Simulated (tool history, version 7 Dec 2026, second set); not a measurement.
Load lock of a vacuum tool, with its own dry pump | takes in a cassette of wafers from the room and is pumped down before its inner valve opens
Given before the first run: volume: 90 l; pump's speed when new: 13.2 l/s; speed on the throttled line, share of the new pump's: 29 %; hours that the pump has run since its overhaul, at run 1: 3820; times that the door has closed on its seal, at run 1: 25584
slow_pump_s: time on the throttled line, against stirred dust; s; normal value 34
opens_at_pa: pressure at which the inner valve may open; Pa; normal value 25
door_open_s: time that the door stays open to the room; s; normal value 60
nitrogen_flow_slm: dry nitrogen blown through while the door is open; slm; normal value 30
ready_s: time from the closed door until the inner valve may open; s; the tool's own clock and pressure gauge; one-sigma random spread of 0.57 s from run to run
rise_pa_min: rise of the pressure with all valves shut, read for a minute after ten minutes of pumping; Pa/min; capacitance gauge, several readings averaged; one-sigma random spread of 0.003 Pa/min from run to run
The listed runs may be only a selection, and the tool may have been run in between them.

run,hour,slow_pump_s,opens_at_pa,door_open_s,nitrogen_flow_slm,hours that the pump has run since its overhaul,times that the door has closed on its seal,"incoming humidity of the room's air, %",ready_s,rise_pa_min
1,0.0,34,25,60,30,3820,25584,46.4,84.6,0.440
2,160.8,34,25,60,30,3981,26225,45.2,84.6,0.434
3,451.8,34,25,60,30,4272,27385,43.7,83.5,0.490
4,656.9,34,25,60,30,4477,28203,44.9,83.5,0.505
5,980.1,34,30,60,30,4801,29491,48.3,83.3,0.545
6,1256.1,34,30,60,30,5077,30591,43.1,83.5,0.583
7,1467.1,34,25,60,6,5288,31432,39.6,85.9,0.636
8,1713.5,34,25,60,6,5534,32415,48.0,84.7,0.660
9,1884.0,34,25,60,6,5704,33094,42.8,85.2,0.685
# hour 2134.6: door's seal changed, seat wiped
10,2174.6,34,25,60,30,5994,160,46.0,86.0,0.035
11,2545.5,34,25,60,30,6364,1639,45.1,86.3,0.038
12,2752.7,34,25,60,30,6572,2465,46.4,85.8,0.050
13,3123.7,34,25,60,30,6943,3944,44.9,85.5,0.058
14,3403.8,34,22,60,30,7223,5060,44.2,87.4,0.070
15,3685.1,34,22,135,5,7504,6182,47.1,87.5,0.143
16,3940.7,34,25,146,32,7760,7201,44.1,87.5,0.117
17,4185.3,34,20,47,9,8004,8176,45.5,89.5,0.117
18,4479.6,34,20,47,9,8299,9349,42.7,88.6,0.130
19,4724.8,34,20,26,9,8544,10327,44.5,88.6,0.123
20,5017.9,19,25,146,30,8837,11495,45.0,78.0,0.176
21,5227.6,19,25,146,30,9047,12331,47.1,77.9,0.195
22,5608.8,34,46,60,25,9428,13851,45.7,83.0,0.193
23,5955.5,34,46,60,25,9774,15233,44.5,82.5,0.220
24,6209.9,34,35,60,25,10029,16247,48.5,85.1,0.241

Same runs, no hidden state in the tool, same run-to-run variation:
Hidden state present: pump's speed, % of a new pump's; leak at the door's seal, Pa l/s; drift of the gauge itself on ready_s, %; drift of the gauge itself on rise_pa_min, %.
run,ready_s,rise_pa_min
1,81.5,0.037
2,81.4,0.021
3,80.1,0.029
4,80.1,0.026
5,79.7,0.031
6,79.7,0.026
7,81.8,0.042
8,80.5,0.048
9,80.8,0.046
10,81.4,0.034
11,81.5,0.028
12,80.9,0.033
13,80.3,0.029
14,81.9,0.030
15,81.8,0.091
16,81.7,0.052
17,83.2,0.039
18,82.3,0.035
19,82.0,0.019
20,70.7,0.053
21,70.5,0.056
22,76.6,0.030
23,76.0,0.031
24,78.1,0.032

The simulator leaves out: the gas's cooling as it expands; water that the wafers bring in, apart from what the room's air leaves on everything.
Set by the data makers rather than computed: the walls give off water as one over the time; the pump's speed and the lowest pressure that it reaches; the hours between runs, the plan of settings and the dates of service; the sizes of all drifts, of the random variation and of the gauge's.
